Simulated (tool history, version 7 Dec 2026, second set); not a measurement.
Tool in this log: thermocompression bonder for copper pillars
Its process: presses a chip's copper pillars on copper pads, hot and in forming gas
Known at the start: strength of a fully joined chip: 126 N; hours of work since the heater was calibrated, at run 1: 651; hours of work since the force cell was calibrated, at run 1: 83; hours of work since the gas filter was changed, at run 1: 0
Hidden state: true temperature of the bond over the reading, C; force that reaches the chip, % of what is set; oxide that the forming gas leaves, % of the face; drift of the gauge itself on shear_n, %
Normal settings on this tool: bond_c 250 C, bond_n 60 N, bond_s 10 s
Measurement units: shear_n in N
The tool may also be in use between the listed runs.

run   hour  bond_c  bond_n  bond_s  hours of work since the heater was calibrated  hours of work since the force cell was calibrated  hours of work since the gas filter was changed  shear_n
  1      0     250      60      10                                            651                                                 83                                               0       78
  2    4.5     250      60      10                                            654                                                 86                                               3     77.8
  3   11.9     233      60      10                                            660                                                 92                                               9     63.1
  4   16.4     250      60       8                                            663                                                 95                                              12     72.6
  5   26.5     250      60       8                                            671                                                103                                              20     71.5
  6   34.7     250      60       8                                            677                                                109                                              26     71.5
  7     43     250      60       8                                            683                                                115                                              32     69.9
  8   48.1     263      60      10                                            687                                                119                                              36     85.5
  9   55.8     263      60      10                                            692                                                125                                              41     85.2
 10   63.3     250      60      10                                            698                                                130                                              47     75.1
 11   73.9     278      60      10                                            706                                                138                                              55     92.9
 12   80.1     278      60      10                                            710                                                143                                              59     91.9
 13   87.8     250      60       7                                            716                                                148                                              65     65.8
 14   97.3     250      60       7                                            723                                                155                                              72     66.5
 15  104.8     250      60       7                                            729                                                161                                              78     64.9
 16  115.5     250      88      10                                            737                                                169                                              86     85.1
 17  125.4     250      47      10                                            744                                                176                                              93     64.9
 18  130.9     250      47      10                                            748                                                180                                              97     65.9
 19  141.6     250      60       8                                            756                                                188                                             105     67.5
 20    146     250      60       8                                            759                                                191                                             108     66.8
 21  154.7     244      71      30                                            766                                                198                                             115     94.2
 22  159.6     228      54      20                                            769                                                202                                             118     66.2
 23  168.1     255      78      22                                            776                                                208                                             125     97.3
 24    173     223      52      23                                            779                                                211                                             128     65.2
 25  177.5     274      77       6                                            783                                                215                                             132     80.9
 26    185     274      77       6                                            788                                                220                                             137       84
 27  192.4     277      47       6                                            794                                                226                                             143     68.9
 28  199.1     277      47       6                                            799                                                231                                             148     69.8
 29  206.4     250      51      10                                            804                                                236                                             153     65.6
 30  214.6     280      51       6                                            810                                                242                                             159       74
 31  220.7     254      60       9                                            815                                                247                                             164     68.5
     222.9  -- forming gas filter changed
 32  230.2     254      60       9                                            821                                                254                                               5     75.5
 33  238.4     221      47       9                                            828                                                260                                              12     45.4
 34  243.9     245      47       9                                            832                                                264                                              16     64.1
 35  250.9     245      47       9                                            837                                                269                                              21     61.8
 36  260.1     234      60      10                                            844                                                276                                              28     62.5
 37  266.6     234      60      10                                            848                                                281                                              32     63.5

Alternative continuations, all from the tool just after run 37; predict every row:
  A  275.1     267      52       9                                            855                                                287                                              39        ?
  B  275.1     234      55       8                                            855                                                287                                              39        ?
  C  275.1     250      52      10                                            855                                                287                                              39        ?

run  shear_n
  A     81.2
  B     55.8
  C     70.3
Had the tool no hidden state, the same runs would have come out as:
run  shear_n
  A     86.4
  B     60.7
  C     75.6
